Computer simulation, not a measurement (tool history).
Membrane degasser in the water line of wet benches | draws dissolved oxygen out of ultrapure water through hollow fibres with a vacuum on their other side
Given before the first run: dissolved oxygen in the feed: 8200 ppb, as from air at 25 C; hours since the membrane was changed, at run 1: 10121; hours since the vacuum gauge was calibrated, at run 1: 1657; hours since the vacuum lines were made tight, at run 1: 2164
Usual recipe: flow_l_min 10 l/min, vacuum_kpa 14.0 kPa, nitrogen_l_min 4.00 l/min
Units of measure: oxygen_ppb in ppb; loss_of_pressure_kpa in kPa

run,day,flow_l_min,vacuum_kpa,nitrogen_l_min,hours since the membrane was changed,hours since the vacuum gauge was calibrated,hours since the vacuum lines were made tight,oxygen_ppb,loss_of_pressure_kpa
1,0.000,10,14.0,4.00,10121,1657,2164,146.1,42.17
2,9.888,10,14.0,4.00,10358,1894,2401,148.9,42.47
3,20.138,10,14.0,4.00,10604,2140,2647,149.0,42.42
4,29.412,10,14.0,4.00,10826,2363,2870,148.2,42.49
5,39.175,12,14.0,4.00,11061,2597,3104,205.8,50.75
6,48.925,10,14.0,4.00,11295,2831,3338,150.5,42.50
7,58.008,10,14.0,4.00,11513,3049,3556,150.5,42.30
8,69.171,10,14.0,4.00,11781,3317,3824,154.2,42.47
9,76.175,10,14.0,4.00,11949,3485,3992,151.3,42.70
10,89.929,10,14.0,4.00,12279,3815,4322,153.4,42.37
11,100.012,10,14.0,4.00,12521,4057,4564,155.4,42.59
12,108.658,10,14.0,4.00,12728,4265,4771,156.6,42.68
13,116.875,10,14.0,4.00,12926,4462,4969,155.2,42.62
14,126.888,10,14.0,3.87,13166,4702,5209,160.4,42.65
# day 127.546: vacuum gauge calibrated
15,133.821,10,14.0,3.87,13332,151,5375,161.1,42.92
16,142.179,10,14.0,3.87,13532,351,5575,161.5,42.76
# day 150.983: vacuum gauge calibrated, once more
17,151.712,10,25.4,4.00,13761,17,5804,225.4,43.04
18,163.346,9,25.4,5.79,14040,297,6083,157.2,38.60
19,173.950,8,25.4,8.10,14294,551,6337,104.2,34.69
20,187.208,8,25.4,8.10,14612,869,6656,106.3,34.54
21,201.950,13,9.8,1.61,14966,1223,7009,287.5,55.88
22,209.450,13,9.8,1.61,15146,1403,7189,295.0,56.19
23,219.308,9,9.8,3.60,15383,1640,7426,109.9,38.79
24,231.912,7,25.0,7.77,15685,1942,7729,86.0,30.43
# day 234.438: membrane cartridge changed
# day 239.954: seals of the vacuum lines changed
25,243.512,15,20.3,1.69,216,2215,85,511.1,61.66
26,257.550,15,21.8,2.25,553,2552,422,453.7,60.58
27,265.712,12,14.0,4.00,749,2748,618,187.4,48.46

Run 28 has not been measured yet. What should we expect?
28,274.812,12,14.0,4.00,967,2966,837,?,?

{"run 28": {"oxygen_ppb": 187.3, "loss_of_pressure_kpa": 48.51}}
Without the tool's hidden state the same run would have given oxygen_ppb 182.9 ppb, loss_of_pressure_kpa 48.30 kPa.
